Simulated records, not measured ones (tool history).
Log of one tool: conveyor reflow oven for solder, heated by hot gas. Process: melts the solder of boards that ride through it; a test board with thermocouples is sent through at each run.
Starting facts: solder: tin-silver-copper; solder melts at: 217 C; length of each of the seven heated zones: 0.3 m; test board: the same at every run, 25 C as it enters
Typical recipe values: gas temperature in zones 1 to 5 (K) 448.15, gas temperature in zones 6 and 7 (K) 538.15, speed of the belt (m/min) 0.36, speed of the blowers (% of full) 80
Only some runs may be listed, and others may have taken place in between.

run    hour  gas temperature in zones 1 to 5 (K)  gas temperature in zones 6 and 7 (K)  speed of the belt (m/min)  speed of the blowers (% of full)  highest temperature of the board (K)  time above the solder's melting point (s)
  1       0                               448.15                                538.15                       0.36                                80                                526.05                                       78.6
  2      39                               448.15                                538.15                       0.36                                80                                525.55                                       78.5
  3   116.8                               448.15                                538.15                       0.36                                80                                525.75                                       78.7
      142.2  -- flux residue cleaned out of gas plates and filters
  4     175                               448.15                                538.15                       0.36                                80                                525.45                                       78.2
  5   229.5                               448.15                                538.15                       0.36                                80                                524.95                                       78.3
  6   270.9                               448.15                                538.15                       0.36                                80                                525.15                                       78.3
  7   315.8                               448.15                                538.15                       0.41                                80                                521.35                                         64
      339.2  -- thermocouples of zones 6 and 7 changed
  8   393.2                               448.15                                536.15                       0.41                                80                                521.05                                       63.3
  9   453.3                               448.15                                536.15                       0.41                                80                                520.65                                       63.4
 10   521.2                               448.15                                538.15                      0.396                                80                                523.75                                       68.7
      555.5  -- flux residue cleaned out of gas plates and filters
      568.7  -- flux residue cleaned out of gas plates and filters, once more
 11   593.5                               448.15                                538.15                       0.36                                80                                527.75                                       80.7
 12   632.9                               448.15                                538.15                       0.36                                80                                527.75                                       81.3
 13   676.1                               448.15                                538.15                       0.36                                80                                527.15                                       81.3
 14   747.1                               448.15                                538.15                       0.36                                80                                527.35                                       81.1
 15   802.6                               448.15                                538.15                       0.36                                80                                526.95                                       80.9
 16   845.1                               452.15                                538.15                      0.293                                70                                530.85                                      106.7
 17   922.5                               452.15                                531.15                      0.366                                80                                521.05                                       75.8
      981.9  -- flux residue cleaned out of gas plates and filters
 18   986.4                               452.15                                531.15                      0.366                                80                                521.25                                       76.5
 19  1044.6                               458.15                                537.15                       0.36                                86                                528.55                                         87
 20  1079.3                               439.15                                534.15                      0.346                                73                                522.35                                       75.7
 21    1158                               439.15                                534.15                      0.346                                73                                522.55                                       75.9
 22  1221.9                               439.15                                534.15                      0.346                                73                                521.45                                       75.9
 23  1267.6                               462.15                                538.15                      0.426                                54                                520.45                                       66.4
 24  1343.9                               462.15                                538.15                      0.426                                54                                520.15                                       66.1
     1394.8  -- flux residue cleaned out of gas plates and filters
 25  1404.2                               462.15                                538.15                      0.426                                54                                520.65                                       66.9
 26  1452.2                               462.15                                538.15                      0.426                                54                                520.55                                       67.1
 27  1530.3                               462.15                                538.15                      0.426                                54                                520.45                                       66.9
 28  1590.8                               463.15                                531.15                      0.362                                54                                518.65                                       80.3
 29  1668.3                               463.15                                531.15                      0.362                                54                                518.25                                       80.1

Below are 3 alternative next runs, each starting from the tool's condition after run 29. Predict each:
     1714.2  -- belt drive overhauled, speed set with a stopwatch
     1716.2  -- thermocouples of zones 6 and 7 changed
  A  1716.2                               448.15                                538.15                       0.36                                80                                     ?                                          ?
     1714.2  -- belt drive overhauled, speed set with a stopwatch
     1716.2  -- thermocouples of zones 6 and 7 changed
  B  1716.2                               463.15                                550.15                      0.375                                54                                     ?                                          ?
     1714.2  -- belt drive overhauled, speed set with a stopwatch
     1716.2  -- thermocouples of zones 6 and 7 changed
  C  1716.2                               446.15                                531.15                      0.362                                54                                     ?                                          ?

run  highest temperature of the board (K)  time above the solder's melting point (s)
  A                                526.85                                         78
  B                                534.95                                       86.8
  C                                516.55                                       63.6
Take away the tool's hidden state, keep each run's random variation, and the runs would have read:
run  highest temperature of the board (K)  time above the solder's melting point (s)
  A                                527.55                                       78.8
  B                                535.55                                       87.3
  C                                517.25                                       64.7
